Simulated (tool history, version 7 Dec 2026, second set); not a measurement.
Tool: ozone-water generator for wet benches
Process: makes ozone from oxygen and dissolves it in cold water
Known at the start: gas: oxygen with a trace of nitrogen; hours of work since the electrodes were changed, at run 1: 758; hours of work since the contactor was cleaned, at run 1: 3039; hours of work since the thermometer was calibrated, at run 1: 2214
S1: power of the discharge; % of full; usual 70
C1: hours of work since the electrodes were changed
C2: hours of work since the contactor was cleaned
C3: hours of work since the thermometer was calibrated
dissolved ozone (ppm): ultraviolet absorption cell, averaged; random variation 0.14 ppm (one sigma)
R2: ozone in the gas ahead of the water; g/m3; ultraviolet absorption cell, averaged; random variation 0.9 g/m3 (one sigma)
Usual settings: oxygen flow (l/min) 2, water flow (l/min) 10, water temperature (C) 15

Run 1, hour 0: usual settings; C1 758; C2 3039; C3 2214. Result: dissolved ozone (ppm) 16.3, R2 150.1 g/m3.
Run 2, hour 67.8: usual settings; C1 810; C2 3091; C3 2266. Result: dissolved ozone (ppm) 16, R2 151.2 g/m3.
Run 3, hour 108.8: usual settings but water flow (l/min) 7; C1 841; C2 3122; C3 2297. Result: dissolved ozone (ppm) 21.3, R2 151.5 g/m3.
Run 4, hour 151.2: usual settings; C1 874; C2 3155; C3 2329. Result: dissolved ozone (ppm) 16.2, R2 150.8 g/m3.
Run 5, hour 211: usual settings; C1 919; C2 3200; C3 2375. Result: dissolved ozone (ppm) 16.4, R2 151.3 g/m3.
Run 6, hour 267.1: usual settings; C1 962; C2 3243; C3 2418. Result: dissolved ozone (ppm) 16.5, R2 152.3 g/m3.
Run 7, hour 312.8: usual settings but S1 68 % of full; C1 997; C2 3278; C3 2453. Result: dissolved ozone (ppm) 15.8, R2 147.8 g/m3.
Run 8, hour 355.6: usual settings but S1 71 % of full; C1 1030; C2 3311; C3 2485. Result: dissolved ozone (ppm) 16.2, R2 149.8 g/m3.
Run 9, hour 408.9: usual settings but S1 71 % of full; C1 1070; C2 3351; C3 2526. Result: dissolved ozone (ppm) 16.3, R2 150.8 g/m3.
Run 10, hour 473.9: usual settings but oxygen flow (l/min) 3.27; C1 1120; C2 3401; C3 2576. Result: dissolved ozone (ppm) 18.5, R2 130.4 g/m3.
Run 11, hour 550.5: usual settings but oxygen flow (l/min) 3.27; C1 1179; C2 3460; C3 2634. Result: dissolved ozone (ppm) 18.5, R2 127.2 g/m3.
Run 12, hour 613.6: usual settings but oxygen flow (l/min) 3.27; C1 1227; C2 3508; C3 2682. Result: dissolved ozone (ppm) 18.7, R2 129.8 g/m3.
At hour 626.2: contactor cleaned.
Run 13, hour 692.7: usual settings but water temperature (C) 8; C1 1284; C2 51; C3 2740. Result: dissolved ozone (ppm) 17.4, R2 151.1 g/m3.
Run 14, hour 763.5: usual settings; C1 1338; C2 105; C3 2794. Result: dissolved ozone (ppm) 16.1, R2 151.8 g/m3.
Run 15, hour 802.7: usual settings; C1 1368; C2 135; C3 2824. Result: dissolved ozone (ppm) 16.2, R2 152 g/m3.
Run 16, hour 886.7: usual settings but oxygen flow (l/min) 3.47; C1 1432; C2 199; C3 2888. Result: dissolved ozone (ppm) 18.8, R2 127.3 g/m3.
Run 17, hour 962.1: usual settings but S1 40 % of full, oxygen flow (l/min) 1.36, water temperature (C) 16; C1 1490; C2 256; C3 2945. Result: dissolved ozone (ppm) 10.1, R2 120.9 g/m3.
Run 18, hour 1053.7: usual settings but S1 52 % of full, oxygen flow (l/min) 1.36, water temperature (C) 16; C1 1560; C2 326; C3 3015. Result: dissolved ozone (ppm) 11.9, R2 141.4 g/m3.
Run 19, hour 1133.8: usual settings but S1 58 % of full, oxygen flow (l/min) 3.11, water temperature (C) 9; C1 1621; C2 387; C3 3076. Result: dissolved ozone (ppm) 17.8, R2 116.6 g/m3.
Run 20, hour 1199.8: usual settings but S1 83 % of full, oxygen flow (l/min) 3.11, water temperature (C) 20; C1 1671; C2 438; C3 3127. Result: dissolved ozone (ppm) 18.4, R2 145.9 g/m3.
Run 21, hour 1241: usual settings but water flow (l/min) 8; C1 1703; C2 469; C3 3158. Result: dissolved ozone (ppm) 19.3, R2 150.7 g/m3.
Run 22, hour 1282.8: usual settings but water flow (l/min) 8; C1 1734; C2 501; C3 3190. Result: dissolved ozone (ppm) 19.1, R2 149.6 g/m3.
Run 23, hour 1335.5: usual settings but water flow (l/min) 8, water temperature (C) 17; C1 1775; C2 541; C3 3230. Result: dissolved ozone (ppm) 19, R2 150.8 g/m3.
Run 24, hour 1406.2: usual settings but S1 53 % of full, oxygen flow (l/min) 1.09; C1 1829; C2 595; C3 3284. Result: dissolved ozone (ppm) 10.7, R2 152.2 g/m3.
Run 25, hour 1491.5: usual settings but oxygen flow (l/min) 2.64, water temperature (C) 9; C1 1894; C2 661; C3 3349. Result: dissolved ozone (ppm) 18.8, R2 138 g/m3.
Run 26, hour 1559.2: usual settings but oxygen flow (l/min) 2.64, water temperature (C) 9; C1 1945; C2 712; C3 3401. Result: dissolved ozone (ppm) 18.9, R2 137.2 g/m3.
Run 27, hour 1600.6: usual settings but S1 81 % of full, oxygen flow (l/min) 3.03, water temperature (C) 19; C1 1977; C2 744; C3 3433. Result: dissolved ozone (ppm) 18.6, R2 144.1 g/m3.
Run 28, hour 1645.9: usual settings but oxygen flow (l/min) 3.12; C1 2012; C2 778; C3 3467. Result: dissolved ozone (ppm) 18.3, R2 130.5 g/m3.
Run 29, hour 1742.4: usual settings but S1 72 % of full, oxygen flow (l/min) 1.14, water flow (l/min) 7, water temperature (C) 9; C1 2085; C2 852; C3 3541. Result: dissolved ozone (ppm) 19.4, R2 182.3 g/m3.
Run 30, hour 1835.1: usual settings but S1 51 % of full, oxygen flow (l/min) 1.49, water flow (l/min) 7, water temperature (C) 9; C1 2156; C2 923; C3 3612. Result: dissolved ozone (ppm) 17.3, R2 135.4 g/m3.

Forecast each of these 5 alternatives for the next run:
Run A, hour 1931.4: usual settings but S1 45 % of full, oxygen flow (l/min) 2.34, water flow (l/min) 7; C1 2230; C2 996; C3 3685. Result: dissolved ozone (ppm) ?, R2 ?.
Run B, hour 1931.4: usual settings but S1 85 % of full, oxygen flow (l/min) 1.49, water flow (l/min) 7, water temperature (C) 11; C1 2230; C2 996; C3 3685. Result: dissolved ozone (ppm) ?, R2 ?.
Run C, hour 1931.4: usual settings but water flow (l/min) 8; C1 2230; C2 996; C3 3685. Result: dissolved ozone (ppm) ?, R2 ?.
Run D, hour 1931.4: usual settings but S1 65 % of full, oxygen flow (l/min) 2.46, water flow (l/min) 13; C1 2230; C2 996; C3 3685. Result: dissolved ozone (ppm) ?, R2 ?.
Run E, hour 1931.4: usual settings but S1 51 % of full, oxygen flow (l/min) 1.98, water flow (l/min) 14, water temperature (C) 21; C1 2230; C2 996; C3 3685. Result: dissolved ozone (ppm) ?, R2 ?.

run  dissolved ozone (ppm)     R2
  A                     17  109.5
  B                   23.2  185.2
  C                   19.3  151.2
  D                   13.3  134.9
  E                    9.1  125.2
Without the tool's hidden state the same runs would have given:
run  dissolved ozone (ppm)     R2
  A                     17  109.6
  B                   23.2  185.4
  C                   19.3  151.3
  D                   13.4  134.9
  E                    9.1  125.3
